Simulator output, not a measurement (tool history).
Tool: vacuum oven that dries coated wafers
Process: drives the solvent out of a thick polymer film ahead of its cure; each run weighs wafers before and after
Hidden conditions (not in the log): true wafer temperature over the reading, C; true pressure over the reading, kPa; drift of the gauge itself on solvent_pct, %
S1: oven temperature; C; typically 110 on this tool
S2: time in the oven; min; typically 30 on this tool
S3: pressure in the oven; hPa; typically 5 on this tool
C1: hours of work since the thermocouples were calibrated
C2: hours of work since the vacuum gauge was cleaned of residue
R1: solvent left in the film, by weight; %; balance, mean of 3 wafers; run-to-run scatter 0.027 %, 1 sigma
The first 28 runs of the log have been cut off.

run,day,S1,S2,S3,C1,C2,R1
29,12.904,115,28,11.2,24,349,1.35
30,13.35,106,26,5.25,33,357,2.87
31,13.683,100,25,5.25,39,364,5.12
32,14.275,102,46,5,50,375,1.69
33,14.867,117,43,3.48,61,386,0.35
34,15.133,98,40,17.58,66,391,4.99
35,15.479,98,16,17.58,73,398,9.99
36,15.912,111,16,8.64,81,406,3.96
37,16.388,111,16,8.64,90,415,3.95
38,16.883,106,16,8.64,99,424,5.82
39,17.233,106,16,8.64,106,431,5.79
40,17.754,106,16,8.64,116,441,5.75
41,18.033,110,30,3.82,121,446,1.29
42,18.388,110,30,3.82,128,453,1.26
43,18.733,125,37,10.2,134,459,0.66
44,19.267,120,34,2.85,144,469,0.26
45,19.538,123,28,2.85,150,474,0.3
46,19.917,110,20,4.28,157,482,2.82

Consider 4 possible next runs. They are alternatives, not a sequence: every one starts from the tool as it was left by run 46. What does each give?
A,20.554,110,18,9.82,169,494,?
B,20.554,113,20,4.28,169,494,?
C,20.554,103,25,7.79,169,494,?
D,20.554,110,20,6.5,169,494,?

run,R1
A,3.84
B,2.01
C,4.29
D,2.98
What these runs would have given with no unlogged condition in the tool:
run,R1
A,3.67
B,1.88
C,4.1
D,2.82
